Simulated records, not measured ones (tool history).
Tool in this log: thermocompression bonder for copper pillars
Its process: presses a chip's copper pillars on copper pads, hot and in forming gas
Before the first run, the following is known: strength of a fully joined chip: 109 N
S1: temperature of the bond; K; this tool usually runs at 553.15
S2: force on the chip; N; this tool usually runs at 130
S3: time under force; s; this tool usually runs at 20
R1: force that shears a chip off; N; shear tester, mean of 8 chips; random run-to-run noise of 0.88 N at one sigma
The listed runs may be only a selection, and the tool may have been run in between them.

| run | hour | S1 | S2 | S3 | R1 |
|---|---|---|---|---|---|
| 1 | 0 | 553.15 | 130 | 20 | 71.1 |
| 2 | 12.4 | 553.15 | 105 | 20 | 64.1 |
| 3 | 19.9 | 553.15 | 130 | 20 | 72.5 |
| 4 | 34.4 | 553.15 | 130 | 27 | 76.2 |
| 5 | 47 | 553.15 | 130 | 27 | 75.9 |
| 6 | 61.8 | 553.15 | 130 | 20 | 72.4 |
|  | 73.5 | heater calibrated with a thermocouple chip |
| 7 | 73.5 | 540.15 | 130 | 11 | 53.1 |
| 8 | 84.2 | 575.15 | 94 | 32 | 79.8 |
| 9 | 98.3 | 543.15 | 130 | 20 | 67.3 |
| 10 | 104.3 | 555.15 | 150 | 43 | 93.6 |
| 11 | 112.5 | 553.15 | 90 | 20 | 58.4 |
| 12 | 126.5 | 553.15 | 154 | 44 | 91.5 |

Here are 5 independent what-if runs from the current tool condition. What would each one return?
| A | 136.6 | 530.15 | 166 | 20 | ? |
| B | 136.6 | 531.15 | 150 | 44 | ? |
| C | 136.6 | 553.15 | 108 | 30 | ? |
| D | 136.6 | 553.15 | 127 | 14 | ? |
| E | 136.6 | 571.15 | 192 | 14 | ? |

| run | R1 |
|---|---|
| A | 69 |
| B | 80.5 |
| C | 72.2 |
| D | 63.7 |
| E | 87 |
What these runs would have given with no unlogged condition in the tool:
| run | R1 |
|---|---|
| A | 69.2 |
| B | 80.7 |
| C | 72.5 |
| D | 63.9 |
| E | 87.2 |
